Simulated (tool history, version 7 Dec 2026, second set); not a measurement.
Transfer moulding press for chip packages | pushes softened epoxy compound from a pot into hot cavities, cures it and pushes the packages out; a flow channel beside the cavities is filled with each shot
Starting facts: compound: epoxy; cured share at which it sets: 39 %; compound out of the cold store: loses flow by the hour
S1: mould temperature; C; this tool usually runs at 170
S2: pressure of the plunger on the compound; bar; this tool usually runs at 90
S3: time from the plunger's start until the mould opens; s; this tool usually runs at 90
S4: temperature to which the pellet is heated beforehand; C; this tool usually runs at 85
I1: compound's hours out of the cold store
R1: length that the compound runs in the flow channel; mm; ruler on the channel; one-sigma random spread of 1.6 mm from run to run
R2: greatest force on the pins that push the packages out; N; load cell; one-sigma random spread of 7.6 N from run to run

| run | hour | S1 | S2 | S3 | S4 | I1 | R1 | R2 |
|---|---|---|---|---|---|---|---|---|
| 1 | 0 | 170 | 90 | 90 | 85 | 43.6 | 651 | 339 |
| 2 | 35.7 | 170 | 90 | 90 | 85 | 12.6 | 753 | 364 |
| 3 | 77.2 | 170 | 90 | 90 | 80 | 16.8 | 744 | 379 |
|  | 96.4 | cavities cleaned with cleaning compound and waxed |
|  | 111.8 | plunger's sealing rings changed |
| 4 | 115.3 | 170 | 90 | 90 | 80 | 32.1 | 692 | 374 |
| 5 | 147.9 | 170 | 90 | 90 | 80 | 11.6 | 759 | 383 |
| 6 | 184.9 | 170 | 90 | 90 | 80 | 18.8 | 735 | 381 |
|  | 206.6 | cavities cleaned with cleaning compound and waxed |
| 7 | 228.5 | 170 | 90 | 90 | 80 | 42.9 | 656 | 349 |
| 8 | 256.8 | 170 | 90 | 90 | 80 | 37.4 | 671 | 351 |
| 9 | 281.1 | 170 | 90 | 90 | 80 | 37.3 | 670 | 353 |
| 10 | 309.4 | 177 | 90 | 90 | 85 | 27.7 | 682 | 288 |
|  | 313.7 | cavities cleaned with cleaning compound and waxed |
| 11 | 350.8 | 170 | 90 | 90 | 94 | 22.5 | 720 | 345 |
| 12 | 381.1 | 170 | 90 | 90 | 85 | 31.9 | 692 | 354 |
|  | 421.3 | cavities cleaned with cleaning compound and waxed |
| 13 | 421.3 | 170 | 90 | 90 | 85 | 37.6 | 673 | 345 |
| 14 | 447.7 | 170 | 90 | 90 | 85 | 44.3 | 651 | 338 |

What will run 15 give?
| 15 | 471.3 | 169 | 79.9 | 90 | 79 | 37.9 | ? | ? |

Run 15 came out at R1 634 mm, R2 367 N.
Minus the tool's unlogged condition, the same run would have read R1 634 mm, R2 364 N.
